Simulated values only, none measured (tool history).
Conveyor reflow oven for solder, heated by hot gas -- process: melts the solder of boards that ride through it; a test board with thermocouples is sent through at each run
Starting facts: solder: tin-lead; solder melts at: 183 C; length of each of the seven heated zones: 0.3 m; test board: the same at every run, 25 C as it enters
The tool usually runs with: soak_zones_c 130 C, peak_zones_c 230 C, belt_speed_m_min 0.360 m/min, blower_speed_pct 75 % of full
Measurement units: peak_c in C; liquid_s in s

run    hour  soak_zones_c  peak_zones_c  belt_speed_m_min  blower_speed_pct  peak_c  liquid_s
  1     0.0           130           230             0.360                75   208.6      62.3
  2    58.0           130           230             0.360                75   208.2      60.9
  3   102.7           130           230             0.360                62   205.5      57.4
  4   161.9           124           230             0.360                62   203.8      51.5
  5   224.2           124           230             0.360                62   203.0      50.5
  6   269.1           130           230             0.360                75   206.9      59.1
  7   333.4           130           230             0.360                75   206.6      59.2
      376.7  -- flux residue cleaned out of gas plates and filters
  8   389.3           140           230             0.360                75   212.7      73.9
  9   421.6           140           230             0.360                75   212.9      73.8
 10   463.6           130           230             0.360                50   205.0      55.3
 11   502.5           130           224             0.360                50   200.0      47.5
      511.6  -- belt drive overhauled, speed set with a stopwatch
 12   548.3           130           239             0.360                75   218.4      75.2
 13   583.4           131           226             0.360                61   204.3      57.3
 14   621.9           129           230             0.415                75   205.0      47.9
 15   676.7           143           236             0.394                90   217.5      71.9
 16   727.0           143           236             0.394                90   217.1      70.7
      744.7  -- belt drive overhauled, speed set with a stopwatch, once more
 17   794.1           143           236             0.394                90   215.7      68.3
 18   850.8           143           236             0.394                90   214.8      68.4
 19   913.7           130           230             0.340                62   207.0      62.0
 20   951.4           129           230             0.328                75   210.5      69.5
      977.3  -- thermocouples of zones 6 and 7 changed
 21  1012.2           129           230             0.328                75   214.3      74.4
 22  1038.6           129           230             0.328                75   213.6      73.9
 23  1075.6           129           230             0.328                75   213.0      74.1

Each row is a separate what-if for the run after 23, all from the same tool condition, not one after another. Results?
  A  1118.4           120           230             0.360                75       ?         ?
  B  1118.4           129           232             0.328                78       ?         ?
  C  1118.4           130           238             0.410                90       ?         ?
  D  1118.4           141           232             0.360                75       ?         ?
  E  1118.4           130           227             0.360                75       ?         ?

run  peak_c  liquid_s
  A   208.2      55.9
  B   215.3      75.5
  C   215.0      59.4
  D   213.8      72.6
  E   208.3      59.6
Without the tool's unlogged condition, the same runs would have read:
run  peak_c  liquid_s
  A   212.8      63.0
  B   219.2      80.9
  C   220.2      65.1
  D   217.7      77.6
  E   212.4      66.3
